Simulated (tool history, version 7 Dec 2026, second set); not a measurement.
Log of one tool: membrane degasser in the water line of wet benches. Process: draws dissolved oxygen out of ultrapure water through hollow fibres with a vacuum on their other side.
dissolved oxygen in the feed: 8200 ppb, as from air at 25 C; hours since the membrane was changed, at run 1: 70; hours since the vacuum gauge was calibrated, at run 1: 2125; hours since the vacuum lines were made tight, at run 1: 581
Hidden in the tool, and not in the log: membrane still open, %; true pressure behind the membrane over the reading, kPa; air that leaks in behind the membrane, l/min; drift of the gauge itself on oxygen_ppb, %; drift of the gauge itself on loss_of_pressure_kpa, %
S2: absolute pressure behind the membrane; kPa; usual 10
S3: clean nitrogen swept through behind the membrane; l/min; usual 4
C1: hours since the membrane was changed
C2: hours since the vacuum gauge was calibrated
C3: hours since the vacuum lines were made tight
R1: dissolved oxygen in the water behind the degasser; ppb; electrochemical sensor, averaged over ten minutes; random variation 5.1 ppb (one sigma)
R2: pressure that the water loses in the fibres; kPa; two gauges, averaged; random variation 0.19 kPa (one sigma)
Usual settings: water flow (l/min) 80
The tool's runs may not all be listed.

{"run": 1, "hour": 0.0, "water flow (l/min)": 80, "S2": 10, "S3": 4, "C1": 70, "C2": 2125, "C3": 581, "R1": 510.4, "R2": 36.48}
{"run": 2, "hour": 64.7, "water flow (l/min)": 80, "S2": 10, "S3": 4, "C1": 135, "C2": 2189, "C3": 645, "R1": 504.8, "R2": 36.58}
{"run": 3, "hour": 108.3, "water flow (l/min)": 80, "S2": 10, "S3": 4, "C1": 179, "C2": 2233, "C3": 689, "R1": 509, "R2": 36.5}
{"run": 4, "hour": 172.3, "water flow (l/min)": 80, "S2": 10, "S3": 4, "C1": 243, "C2": 2297, "C3": 753, "R1": 507.5, "R2": 36.32}
{"run": 5, "hour": 206.1, "water flow (l/min)": 80, "S2": 10, "S3": 4, "C1": 277, "C2": 2331, "C3": 787, "R1": 514.6, "R2": 36.64}
{"run": 6, "hour": 244.5, "water flow (l/min)": 80, "S2": 10, "S3": 4, "C1": 315, "C2": 2369, "C3": 825, "R1": 513.1, "R2": 36.5}
{"run": 7, "hour": 283.8, "water flow (l/min)": 80, "S2": 10, "S3": 4, "C1": 354, "C2": 2408, "C3": 864, "R1": 506.4, "R2": 36.36}
{"run": 8, "hour": 348.4, "water flow (l/min)": 80, "S2": 10, "S3": 4, "C1": 419, "C2": 2473, "C3": 929, "R1": 501.7, "R2": 36.92}
{"run": 9, "hour": 407.1, "water flow (l/min)": 80, "S2": 10, "S3": 4, "C1": 477, "C2": 2532, "C3": 988, "R1": 506.1, "R2": 36.89}
{"run": 10, "hour": 477.6, "water flow (l/min)": 80, "S2": 10, "S3": 3.69, "C1": 548, "C2": 2602, "C3": 1058, "R1": 521.8, "R2": 36.84}
{"run": 11, "hour": 530.7, "water flow (l/min)": 80, "S2": 10, "S3": 3.69, "C1": 601, "C2": 2655, "C3": 1111, "R1": 524.9, "R2": 36.92}
{"run": 12, "hour": 607.5, "water flow (l/min)": 80, "S2": 10, "S3": 7, "C1": 678, "C2": 2732, "C3": 1188, "R1": 400.7, "R2": 36.99}
{"run": 13, "hour": 646.6, "water flow (l/min)": 80, "S2": 10, "S3": 4, "C1": 717, "C2": 2771, "C3": 1227, "R1": 510.7, "R2": 36.95}
{"run": 14, "hour": 721.0, "water flow (l/min)": 80, "S2": 10, "S3": 4, "C1": 791, "C2": 2846, "C3": 1302, "R1": 501, "R2": 37.25}
{"run": 15, "hour": 757.1, "water flow (l/min)": 80, "S2": 10, "S3": 4, "C1": 828, "C2": 2882, "C3": 1338, "R1": 516.2, "R2": 37.27}
{"run": 16, "hour": 818.1, "water flow (l/min)": 80, "S2": 10, "S3": 4, "C1": 888, "C2": 2943, "C3": 1399, "R1": 508.9, "R2": 36.97}
{"run": 17, "hour": 886.2, "water flow (l/min)": 80, "S2": 10, "S3": 4, "C1": 957, "C2": 3011, "C3": 1467, "R1": 505, "R2": 36.87}
{"run": 18, "hour": 924.5, "water flow (l/min)": 80, "S2": 10, "S3": 4, "C1": 995, "C2": 3049, "C3": 1505, "R1": 506.2, "R2": 37.28}
{"run": 19, "hour": 997.5, "water flow (l/min)": 73, "S2": 10, "S3": 4, "C1": 1068, "C2": 3122, "C3": 1578, "R1": 458.7, "R2": 33.88}
{"hour": 1047.9, "done": "vacuum gauge calibrated"}
{"run": 20, "hour": 1051.8, "water flow (l/min)": 73, "S2": 12.1, "S3": 3.86, "C1": 1122, "C2": 4, "C3": 1632, "R1": 540.2, "R2": 33.89}
{"run": 21, "hour": 1084.0, "water flow (l/min)": 73, "S2": 12.1, "S3": 3.86, "C1": 1154, "C2": 36, "C3": 1664, "R1": 543, "R2": 34.23}
{"run": 22, "hour": 1158.1, "water flow (l/min)": 73, "S2": 12.1, "S3": 5.25, "C1": 1228, "C2": 110, "C3": 1738, "R1": 448.9, "R2": 34.08}
{"run": 23, "hour": 1207.7, "water flow (l/min)": 65, "S2": 19, "S3": 10.14, "C1": 1278, "C2": 160, "C3": 1788, "R1": 383, "R2": 30.37}
{"run": 24, "hour": 1266.5, "water flow (l/min)": 79, "S2": 14.3, "S3": 10.14, "C1": 1336, "C2": 219, "C3": 1847, "R1": 409.7, "R2": 36.91}
{"run": 25, "hour": 1309.3, "water flow (l/min)": 51, "S2": 16.9, "S3": 10.14, "C1": 1379, "C2": 261, "C3": 1889, "R1": 247.9, "R2": 24.13}
{"run": 26, "hour": 1376.6, "water flow (l/min)": 74, "S2": 10, "S3": 2.03, "C1": 1447, "C2": 329, "C3": 1957, "R1": 662, "R2": 34.55}
{"run": 27, "hour": 1451.9, "water flow (l/min)": 74, "S2": 10, "S3": 2.03, "C1": 1522, "C2": 404, "C3": 2032, "R1": 651.1, "R2": 34.63}
{"hour": 1498.9, "done": "gauge calibrated"}
{"run": 28, "hour": 1498.9, "water flow (l/min)": 74, "S2": 10, "S3": 2.03, "C1": 1569, "C2": 451, "C3": 2079, "R1": 659.8, "R2": 33.42}
{"run": 29, "hour": 1551.8, "water flow (l/min)": 81, "S2": 7.1, "S3": 4, "C1": 1622, "C2": 504, "C3": 2132, "R1": 400.6, "R2": 36.96}
{"run": 30, "hour": 1603.1, "water flow (l/min)": 95, "S2": 11, "S3": 8.22, "C1": 1673, "C2": 555, "C3": 2183, "R1": 498.8, "R2": 43.74}
{"run": 31, "hour": 1635.9, "water flow (l/min)": 95, "S2": 11, "S3": 8.22, "C1": 1706, "C2": 588, "C3": 2216, "R1": 501.2, "R2": 43.28}

4 ways to go on from here, each from the tool as it stands after run 31. What would each give?
{"run": "A", "hour": 1709.2, "water flow (l/min)": 95, "S2": 14.2, "S3": 8.22, "C1": 1779, "C2": 661, "C3": 2289, "R1": "?", "R2": "?"}
{"run": "B", "hour": 1709.2, "water flow (l/min)": 101, "S2": 7.8, "S3": 2.2, "C1": 1779, "C2": 661, "C3": 2289, "R1": "?", "R2": "?"}
{"run": "C", "hour": 1709.2, "water flow (l/min)": 115, "S2": 7, "S3": 8.22, "C1": 1779, "C2": 661, "C3": 2289, "R1": "?", "R2": "?"}
{"run": "D", "hour": 1709.2, "water flow (l/min)": 54, "S2": 19.5, "S3": 7.09, "C1": 1779, "C2": 661, "C3": 2289, "R1": "?", "R2": "?"}

run=A R1=572.1 R2=43.44
run=B R1=716.5 R2=46.46
run=C R1=541.8 R2=52.63
run=D R1=386.2 R2=24.99
Without the tool's hidden state the same runs would have given:
run=A R1=571.7 R2=43.24
run=B R1=716 R2=46.25
run=C R1=541.2 R2=52.39
run=D R1=385.9 R2=24.88

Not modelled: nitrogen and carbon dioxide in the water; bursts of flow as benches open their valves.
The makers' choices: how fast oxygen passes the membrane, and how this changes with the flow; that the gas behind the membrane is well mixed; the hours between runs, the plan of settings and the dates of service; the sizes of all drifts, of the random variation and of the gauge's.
